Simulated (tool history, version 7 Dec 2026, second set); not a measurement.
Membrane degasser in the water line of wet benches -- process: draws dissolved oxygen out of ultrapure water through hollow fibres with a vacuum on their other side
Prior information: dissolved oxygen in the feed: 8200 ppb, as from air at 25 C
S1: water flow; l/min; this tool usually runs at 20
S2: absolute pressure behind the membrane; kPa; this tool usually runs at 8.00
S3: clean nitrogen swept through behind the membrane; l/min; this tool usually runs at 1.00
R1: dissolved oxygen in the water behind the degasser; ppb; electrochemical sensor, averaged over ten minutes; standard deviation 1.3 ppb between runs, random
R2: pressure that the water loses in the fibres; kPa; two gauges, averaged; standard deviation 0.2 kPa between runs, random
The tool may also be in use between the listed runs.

Run 1, hour 0.0: usual settings. Result: R1 222.1 ppb, R2 44.47 kPa.
Run 2, hour 100.5: usual settings but S1 25 l/min. Result: R1 276.8 ppb, R2 55.94 kPa.
Run 3, hour 204.4: usual settings but S2 12.04 kPa. Result: R1 391.4 ppb, R2 44.57 kPa.
Run 4, hour 304.7: usual settings but S2 12.04 kPa. Result: R1 390.1 ppb, R2 44.54 kPa.
Run 5, hour 379.8: usual settings but S2 12.04 kPa. Result: R1 391.8 ppb, R2 44.49 kPa.
Run 6, hour 435.2: usual settings but S2 6.57 kPa. Result: R1 161.2 ppb, R2 44.28 kPa.
Run 7, hour 531.3: usual settings but S2 6.57 kPa. Result: R1 160.1 ppb, R2 44.47 kPa.
Run 8, hour 595.2: usual settings but S2 6.57 kPa. Result: R1 160.4 ppb, R2 44.75 kPa.
Run 9, hour 666.7: usual settings but S2 8.44 kPa. Result: R1 240.3 ppb, R2 44.26 kPa.
Run 10, hour 771.6: usual settings but S2 8.44 kPa. Result: R1 241.6 ppb, R2 43.89 kPa.
Run 11, hour 871.8: usual settings but S2 8.44 kPa. Result: R1 237.7 ppb, R2 44.36 kPa.
Run 12, hour 943.6: usual settings but S2 8.44 kPa. Result: R1 239.7 ppb, R2 44.03 kPa.
Run 13, hour 1004.0: usual settings but S3 2.09 l/min. Result: R1 119.7 ppb, R2 44.05 kPa.
Run 14, hour 1070.4: usual settings but S3 2.09 l/min. Result: R1 121.2 ppb, R2 43.57 kPa.
Run 15, hour 1176.4: usual settings but S2 8.36 kPa. Result: R1 235.0 ppb, R2 43.85 kPa.
Run 16, hour 1229.8: usual settings but S1 16 l/min, S2 8.36 kPa. Result: R1 190.3 ppb, R2 35.59 kPa.
Run 17, hour 1341.9: usual settings but S1 29 l/min, S2 18.21 kPa, S3 0.82 l/min. Result: R1 1008.4 ppb, R2 65.03 kPa.
Run 18, hour 1427.4: usual settings but S1 29 l/min, S2 18.21 kPa, S3 0.82 l/min. Result: R1 1020.9 ppb, R2 64.81 kPa.
Run 19, hour 1529.7: usual settings but S1 29 l/min, S2 10.68 kPa, S3 2.72 l/min. Result: R1 225.9 ppb, R2 64.21 kPa.
Run 20, hour 1588.2: usual settings but S1 29 l/min, S2 6.72 kPa, S3 1.27 l/min. Result: R1 215.2 ppb, R2 64.63 kPa.
Run 21, hour 1645.8: usual settings but S1 29 l/min, S2 6.72 kPa, S3 1.27 l/min. Result: R1 214.0 ppb, R2 64.23 kPa.
Run 22, hour 1737.2: usual settings but S1 29 l/min, S2 16.05 kPa, S3 0.69 l/min. Result: R1 1006.0 ppb, R2 63.88 kPa.
Run 23, hour 1808.1: usual settings but S1 13 l/min, S2 16.18 kPa, S3 2.58 l/min. Result: R1 159.0 ppb, R2 28.97 kPa.
Run 24, hour 1885.7: usual settings but S2 7.14 kPa, S3 1.68 l/min. Result: R1 121.4 ppb, R2 44.44 kPa.
Run 25, hour 1948.5: usual settings but S2 4.92 kPa, S3 2.62 l/min. Result: R1 44.3 ppb, R2 44.22 kPa.
Run 26, hour 2032.4: usual settings but S1 16 l/min, S2 6.29 kPa, S3 1.72 l/min. Result: R1 72.8 ppb, R2 35.33 kPa.
Run 27, hour 2106.2: usual settings but S1 23 l/min, S2 6.29 kPa, S3 1.72 l/min. Result: R1 114.6 ppb, R2 50.57 kPa.
Run 28, hour 2164.4: usual settings but S1 26 l/min, S2 7.02 kPa, S3 1.15 l/min. Result: R1 214.3 ppb, R2 57.41 kPa.
Run 29, hour 2250.9: usual settings but S2 5.55 kPa, S3 2.52 l/min. Result: R1 57.0 ppb, R2 43.65 kPa.
Run 30, hour 2314.8: usual settings but S3 0.75 l/min. Result: R1 278.0 ppb, R2 43.73 kPa.
Run 31, hour 2375.1: usual settings but S3 0.75 l/min. Result: R1 278.8 ppb, R2 43.76 kPa.

Taken out of this log: 2 entries between the listed runs. Where each belongs, and how the hidden state differs across it:
Runs 15 to 16: gauge calibrated (hour 1224.0)
  drift of the gauge itself on loss_of_pressure_kpa, %: -2.69 -> -0.01
  measured value less the no-hidden-state value, R2: -1.20 -> +0.01 kPa
Runs 28 to 29: seals of the vacuum lines changed (hour 2244.2)
  air that leaks in behind the membrane, l/min: 0.0023 -> 0.002; drift of the gauge itself on loss_of_pressure_kpa, %: -2.15 -> -2.34
  measured value less the no-hidden-state value, R2: -1.24 -> -1.04 kPa
